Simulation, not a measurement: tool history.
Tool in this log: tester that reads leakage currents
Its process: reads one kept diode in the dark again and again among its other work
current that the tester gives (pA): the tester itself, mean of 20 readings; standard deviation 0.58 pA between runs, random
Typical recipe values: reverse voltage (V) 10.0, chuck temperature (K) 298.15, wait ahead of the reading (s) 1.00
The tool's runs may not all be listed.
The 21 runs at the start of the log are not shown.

run	hour	reverse voltage (V)	chuck temperature (K)	wait ahead of the reading (s)	hours of work since the probe card was cleaned	hours of work since the tester was calibrated	hours of work since the chuck was calibrated	current that the tester gives (pA)
22	4444.8	1.9	297.15	7.79	146	902	1011	109.46
23	4713.3	4.8	327.15	0.45	340	1096	1205	2024.83
# hour 4822.4: chuck's temperature calibrated
24	4977.0	4.8	327.15	0.45	529	1285	112	1748.21
25	5262.2	14.2	307.15	5.37	735	1491	317	517.70
26	5435.4	10.0	320.15	7.13	860	1616	442	1378.34
27	5662.5	2.0	320.15	0.92	1024	1780	606	777.40
28	5903.2	7.3	313.15	0.42	1197	1953	780	722.48
29	6182.6	10.0	293.15	0.63	1399	2155	982	148.01
30	6407.9	6.3	298.15	7.70	1562	2318	1144	195.30
# hour 6429.3: probe card cleaned and baked
# hour 6603.0: chuck's temperature calibrated
31	6603.0	1.4	328.15	6.22	124	2455	0	1202.34
32	6829.6	3.0	323.15	1.61	287	2618	163	1089.89
33	6985.0	3.0	323.15	1.61	400	2731	276	1103.29
34	7199.1	3.0	323.15	1.61	554	2885	430	1124.64
35	7400.1	11.9	298.15	1.00	699	3030	575	228.57
36	7676.4	11.9	298.15	1.00	899	3230	775	235.73
37	7906.5	11.9	298.15	1.00	1065	3396	941	243.19
38	8099.4	10.0	298.15	1.08	1204	3535	1080	231.00

5 ways to go on from here, each from the tool as it stands after run 38. What would each give?
A	8324.3	1.4	298.15	2.78	1366	3697	1242	?
B	8324.3	7.7	298.15	4.02	1366	3697	1242	?
C	8324.3	3.8	298.15	3.79	1366	3697	1242	?
D	8324.3	1.9	307.15	0.73	1366	3697	1242	?
E	8324.3	6.3	298.15	1.08	1366	3697	1242	?

run	current that the tester gives (pA)
A	112.04
B	214.77
C	163.06
D	281.45
E	198.49
The same runs, with their run-to-run variation unchanged, on a tool lacking any hidden condition would have given:
run	current that the tester gives (pA)
A	92.82
B	174.52
C	133.89
D	236.66
E	162.00
